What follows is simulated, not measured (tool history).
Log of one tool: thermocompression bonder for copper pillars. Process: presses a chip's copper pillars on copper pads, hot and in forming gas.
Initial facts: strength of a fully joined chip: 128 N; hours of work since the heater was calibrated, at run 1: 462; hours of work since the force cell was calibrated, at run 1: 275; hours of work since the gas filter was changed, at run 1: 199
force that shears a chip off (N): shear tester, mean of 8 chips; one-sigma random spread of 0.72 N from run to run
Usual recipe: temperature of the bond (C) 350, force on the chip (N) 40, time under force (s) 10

run   hour  temperature of the bond (C)  force on the chip (N)  time under force (s)  hours of work since the heater was calibrated  hours of work since the force cell was calibrated  hours of work since the gas filter was changed  force that shears a chip off (N)
  1      0                          350                     40                    10                                            462                                                275                                             199                              49.2
  2    9.7                          350                     40                    13                                            466                                                280                                             203                              53.8
  3   21.6                          350                     40                    10                                            472                                                285                                             209                              47.3
  4   39.8                          350                     47                    10                                            480                                                294                                             217                              56.2
  5   58.5                          350                     47                    10                                            489                                                302                                             226                              56.4
  6   79.8                          350                     47                    10                                            499                                                312                                             236                              55.4
  7   96.2                          350                     40                    10                                            506                                                320                                             243                              47.4
  8  108.6                          350                     40                    10                                            512                                                325                                             249                              48.1
  9  129.8                          350                     40                    10                                            522                                                335                                             259                              47.3
 10  145.9                          367                     40                    10                                            529                                                343                                             266                              53.6
 11  165.1                          367                     40                    10                                            538                                                352                                             275                              53.6
 12  174.5                          367                     40                    10                                            543                                                356                                             280                              53.5
 13  192.2                          367                     40                    10                                            551                                                364                                             288                              53.4
 14    215                          350                     35                    10                                            561                                                375                                             298                              42.2
     237.6  -- forming gas filter changed
 15  237.6                          350                     40                    10                                            572                                                385                                               0                              50.4
 16  258.6                          350                     34                    10                                            581                                                395                                              10                              44.5
 17    268                          358                     47                     6                                            586                                                399                                              14                                50
 18  288.9                          356                     40                     8                                            595                                                409                                              24                              48.5
 19  302.9                          354                     30                    25                                            602                                                415                                              30                              57.2
 20  325.6                          378                     26                    15                                            612                                                425                                              41                              47.9
 21  337.7                          378                     26                    15                                            618                                                431                                              46                              49.2
 22    347                          378                     26                    17                                            622                                                435                                              51                                51
 23  364.6                          350                     26                    16                                            630                                                444                                              59                              40.9
 24  375.4                          350                     36                     9                                            635                                                449                                              64                              44.2
 25    389                          329                     40                     9                                            642                                                455                                              70                              40.3
 26  401.9                          334                     33                    15                                            648                                                461                                              76                              43.7
 27  418.7                          330                     35                    15                                            655                                                469                                              84                              42.7
 28  441.3                          375                     44                    19                                            666                                                479                                              94                                79
 29  464.4                          340                     42                    10                                            676                                                490                                             105                                48

Entry by entry between the runs, the difference in hidden state between the last listed run before and the first listed run after:
After run 14, before run 15: forming gas filter changed (hour 237.6)
  true temperature of the bond over the reading, C: -2.4 -> -2.5; oxide that the forming gas leaves, % of the face: 7.87 -> 0.53
  the result without the hidden state subtracted from the measured one, force that shears a chip off (N): -4.6 -> -1.3
